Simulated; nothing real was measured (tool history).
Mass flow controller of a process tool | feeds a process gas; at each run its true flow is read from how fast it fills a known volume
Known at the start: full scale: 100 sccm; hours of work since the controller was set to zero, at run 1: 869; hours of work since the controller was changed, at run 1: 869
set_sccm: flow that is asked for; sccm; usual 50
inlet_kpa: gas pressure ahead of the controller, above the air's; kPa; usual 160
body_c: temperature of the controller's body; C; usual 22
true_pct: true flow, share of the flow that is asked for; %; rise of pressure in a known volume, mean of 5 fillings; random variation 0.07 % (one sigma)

| run | hour | set_sccm | inlet_kpa | body_c | hours of work since the controller was set to zero | hours of work since the controller was changed | true_pct |
|---|---|---|---|---|---|---|---|
| 1 | 0.0 | 50 | 160 | 22 | 869 | 869 | 98.82 |
| 2 | 90.5 | 50 | 160 | 22 | 899 | 899 | 99.04 |
| 3 | 169.4 | 50 | 160 | 22 | 924 | 924 | 98.94 |
| 4 | 220.5 | 50 | 160 | 22 | 941 | 941 | 98.95 |
| 5 | 300.7 | 50 | 160 | 22 | 967 | 967 | 98.91 |
| 6 | 356.9 | 50 | 160 | 22 | 985 | 985 | 98.93 |
| 7 | 426.8 | 50 | 177 | 22 | 1008 | 1008 | 99.09 |
| 8 | 531.8 | 15 | 150 | 22 | 1042 | 1042 | 98.31 |
|  | 539.8 | controller's zero set anew |
| 9 | 603.6 | 11 | 150 | 23 | 21 | 1065 | 98.48 |
| 10 | 705.2 | 12 | 150 | 24 | 54 | 1098 | 98.27 |
| 11 | 753.9 | 45 | 227 | 22 | 69 | 1113 | 99.17 |
| 12 | 800.0 | 50 | 154 | 37 | 84 | 1128 | 97.51 |

5 ways to go on from here, each from the tool as it stands after run 12. What would each give?
| A | 898.4 | 86 | 183 | 32 | 116 | 1160 | ? |
| B | 898.4 | 38 | 226 | 22 | 116 | 1160 | ? |
| C | 898.4 | 18 | 154 | 21 | 116 | 1160 | ? |
| D | 898.4 | 24 | 150 | 34 | 116 | 1160 | ? |
| E | 898.4 | 95 | 258 | 22 | 116 | 1160 | ? |

| run | true_pct |
|---|---|
| A | 98.90 |
| B | 98.93 |
| C | 98.47 |
| D | 97.37 |
| E | 100.20 |
Without the tool's hidden state the same runs would have given:
| run | true_pct |
|---|---|
| A | 99.04 |
| B | 98.97 |
| C | 98.31 |
| D | 97.30 |
| E | 100.35 |
